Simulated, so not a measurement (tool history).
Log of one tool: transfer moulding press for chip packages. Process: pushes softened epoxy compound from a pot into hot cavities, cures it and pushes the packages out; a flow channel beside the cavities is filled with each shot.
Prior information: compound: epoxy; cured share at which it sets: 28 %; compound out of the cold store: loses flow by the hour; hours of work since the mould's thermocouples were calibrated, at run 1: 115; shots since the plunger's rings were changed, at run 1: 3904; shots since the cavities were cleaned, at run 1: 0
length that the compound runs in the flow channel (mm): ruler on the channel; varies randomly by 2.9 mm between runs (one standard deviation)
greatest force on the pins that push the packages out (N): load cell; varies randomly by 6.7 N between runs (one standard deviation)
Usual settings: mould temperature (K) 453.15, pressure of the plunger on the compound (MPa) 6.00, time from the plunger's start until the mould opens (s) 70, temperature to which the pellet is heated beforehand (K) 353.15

run,hour,mould temperature (K),pressure of the plunger on the compound (MPa),time from the plunger's start until the mould opens (s),temperature to which the pellet is heated beforehand (K),hours of work since the mould's thermocouples were calibrated,shots since the plunger's rings were changed,shots since the cavities were cleaned,incoming compound's hours out of the cold store,length that the compound runs in the flow channel (mm),greatest force on the pins that push the packages out (N)
1,0.0,453.15,6.00,70,353.15,115,3904,0,38.7,513,248
2,55.5,453.15,6.00,70,353.15,149,4697,793,13.4,592,282
# hour 63.6: cavities cleaned with cleaning compound and waxed
3,103.9,453.15,6.00,70,360.15,179,5367,576,15.9,585,276
# hour 112.8: plunger's sealing rings changed
# hour 131.5: cavities cleaned with cleaning compound and waxed
4,159.0,453.15,6.00,70,360.15,210,639,394,15.0,592,270
# hour 194.5: cavities cleaned with cleaning compound and waxed
5,195.0,453.15,5.80,70,360.15,232,1132,7,19.8,564,265
6,239.6,453.15,5.80,70,360.15,260,1768,643,10.4,597,279
# hour 256.6: cavities cleaned with cleaning compound and waxed
7,279.8,453.15,5.80,70,360.15,284,2321,330,16.2,574,259
8,303.8,453.15,6.00,70,353.15,299,2664,673,22.6,567,277
# hour 320.1: cavities cleaned with cleaning compound and waxed
9,348.5,453.15,6.00,70,353.15,325,3281,405,23.1,562,265
# hour 380.8: cavities cleaned with cleaning compound and waxed
10,390.5,453.15,6.00,70,353.15,351,3861,139,19.5,573,271
11,418.5,453.15,6.00,70,353.15,368,4261,539,23.7,559,261
# hour 446.5: cavities cleaned with cleaning compound and waxed
12,459.1,455.15,6.00,70,353.15,392,4818,179,25.2,554,236
13,488.7,455.15,6.00,70,353.15,411,5242,603,45.5,491,216
# hour 505.4: plunger's sealing rings changed
# hour 510.7: cavities cleaned with cleaning compound and waxed
# hour 528.3: mould's thermocouples calibrated
14,543.0,453.15,4.67,70,353.15,9,487,432,23.2,499,274
15,567.7,453.15,4.67,70,353.15,25,840,785,9.8,537,281
# hour 577.2: cavities cleaned with cleaning compound and waxed
16,603.6,453.15,4.67,70,353.15,46,1332,377,42.1,447,251
# hour 641.5: cavities cleaned with cleaning compound and waxed
17,656.6,445.15,4.67,70,349.15,78,2068,216,22.9,510,470
# hour 705.2: cavities cleaned with cleaning compound and waxed
18,713.2,445.15,4.67,81,360.15,112,2855,115,28.1,492,326
19,741.3,453.15,6.00,59,361.15,130,3257,517,29.6,538,383
# hour 769.4: cavities cleaned with cleaning compound and waxed
20,782.5,452.15,5.11,70,347.15,154,3822,185,17.8,537,286
# hour 830.3: cavities cleaned with cleaning compound and waxed
21,830.3,452.15,5.11,70,347.15,183,4484,0,26.6,506,292
22,875.4,455.15,4.78,55,350.15,211,5129,645,39.8,453,404
# hour 892.6: cavities cleaned with cleaning compound and waxed
# hour 904.0: plunger's sealing rings changed
23,922.0,455.15,4.78,55,350.15,238,256,384,36.8,462,389
# hour 958.9: cavities cleaned with cleaning compound and waxed
24,966.0,455.15,4.78,55,350.15,264,863,100,41.2,452,403
25,996.4,453.15,6.65,84,358.15,283,1298,535,13.0,627,209
# hour 1020.0: cavities cleaned with cleaning compound and waxed
26,1041.2,453.15,5.44,65,344.15,310,1917,303,28.2,521,327
# hour 1081.3: cavities cleaned with cleaning compound and waxed
27,1088.1,454.15,5.82,55,345.15,338,2564,96,20.7,564,467

Forecast each of these 4 alternatives for the next run:
A,1133.4,453.15,6.00,63,347.15,366,3211,743,22.6,?,?
B,1133.4,445.15,5.55,70,356.15,366,3211,743,20.8,?,?
C,1133.4,454.15,6.63,96,345.15,366,3211,743,28.3,?,?
D,1133.4,448.15,6.00,66,353.15,366,3211,743,32.0,?,?

run,length that the compound runs in the flow channel (mm),greatest force on the pins that push the packages out (N)
A,560,347
B,559,492
C,566,174
D,545,410
With the hidden condition removed and each run's random variation left untouched, the same runs would have given:
run,length that the compound runs in the flow channel (mm),greatest force on the pins that push the packages out (N)
A,560,344
B,559,488
C,567,172
D,546,407
